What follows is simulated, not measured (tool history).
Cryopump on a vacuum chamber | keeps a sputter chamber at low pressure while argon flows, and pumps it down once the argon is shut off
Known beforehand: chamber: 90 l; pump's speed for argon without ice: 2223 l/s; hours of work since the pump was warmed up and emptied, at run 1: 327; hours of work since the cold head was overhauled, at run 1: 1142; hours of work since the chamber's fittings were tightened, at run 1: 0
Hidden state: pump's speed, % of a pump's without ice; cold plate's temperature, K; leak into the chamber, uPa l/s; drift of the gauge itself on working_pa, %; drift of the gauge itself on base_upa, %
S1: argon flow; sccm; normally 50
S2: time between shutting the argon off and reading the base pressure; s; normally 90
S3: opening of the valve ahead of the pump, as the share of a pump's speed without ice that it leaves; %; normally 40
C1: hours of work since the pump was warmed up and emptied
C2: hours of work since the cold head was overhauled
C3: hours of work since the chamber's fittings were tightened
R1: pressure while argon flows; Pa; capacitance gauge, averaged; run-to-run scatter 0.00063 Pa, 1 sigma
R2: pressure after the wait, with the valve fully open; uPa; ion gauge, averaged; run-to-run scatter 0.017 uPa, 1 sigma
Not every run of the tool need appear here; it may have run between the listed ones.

Run 1, hour 0.0: usual settings; C1 327; C2 1142; C3 0. Result: R1 0.1015 Pa, R2 0.36 uPa.
Run 2, hour 79.0: usual settings; C1 368; C2 1183; C3 41. Result: R1 0.1026 Pa, R2 0.35 uPa.
Run 3, hour 118.6: usual settings; C1 389; C2 1204; C3 62. Result: R1 0.1028 Pa, R2 0.35 uPa.
Run 4, hour 162.0: usual settings but S2 73 s; C1 412; C2 1227; C3 85. Result: R1 0.1036 Pa, R2 0.41 uPa.
Run 5, hour 236.2: usual settings but S2 73 s; C1 451; C2 1266; C3 124. Result: R1 0.1035 Pa, R2 0.40 uPa.
Run 6, hour 296.6: usual settings but S2 236 s; C1 482; C2 1297; C3 156. Result: R1 0.1064 Pa, R2 0.31 uPa.
Run 7, hour 349.2: usual settings but S1 36 sccm, S3 44 %; C1 510; C2 1325; C3 183. Result: R1 0.0710 Pa, R2 0.36 uPa.
Run 8, hour 415.0: usual settings but S1 24 sccm, S2 223 s, S3 46 %; C1 544; C2 1359; C3 218. Result: R1 0.0462 Pa, R2 0.27 uPa.
Run 9, hour 475.1: usual settings but S1 24 sccm, S2 228 s, S3 15 %; C1 576; C2 1391; C3 249. Result: R1 0.1283 Pa, R2 0.30 uPa.
Run 10, hour 557.3: usual settings but S1 42 sccm, S2 75 s, S3 48 %; C1 619; C2 1434; C3 292. Result: R1 0.0790 Pa, R2 0.44 uPa.
Run 11, hour 609.4: usual settings but S1 42 sccm, S2 75 s, S3 48 %; C1 646; C2 1461; C3 320. Result: R1 0.0812 Pa, R2 0.48 uPa.

Here are 3 independent what-if runs from the current tool condition. What would each one return?
Run A, hour 665.1: usual settings but S1 97 sccm, S2 75 s, S3 48 %; C1 676; C2 1491; C3 349. Result: R1 ?, R2 ?.
Run B, hour 665.1: usual settings but S1 33 sccm, S2 75 s, S3 16 %; C1 676; C2 1491; C3 349. Result: R1 ?, R2 ?.
Run C, hour 665.1: usual settings but S1 27 sccm, S3 20 %; C1 676; C2 1491; C3 349. Result: R1 ?, R2 ?.

run      R1    R2
  A  0.1844  0.43
  B  0.1671  0.44
  C  0.1104  0.42
With the hidden condition removed and each run's random variation left untouched, the same runs would have given:
run      R1    R2
  A  0.1532  0.31
  B  0.1565  0.32
  C  0.1017  0.30

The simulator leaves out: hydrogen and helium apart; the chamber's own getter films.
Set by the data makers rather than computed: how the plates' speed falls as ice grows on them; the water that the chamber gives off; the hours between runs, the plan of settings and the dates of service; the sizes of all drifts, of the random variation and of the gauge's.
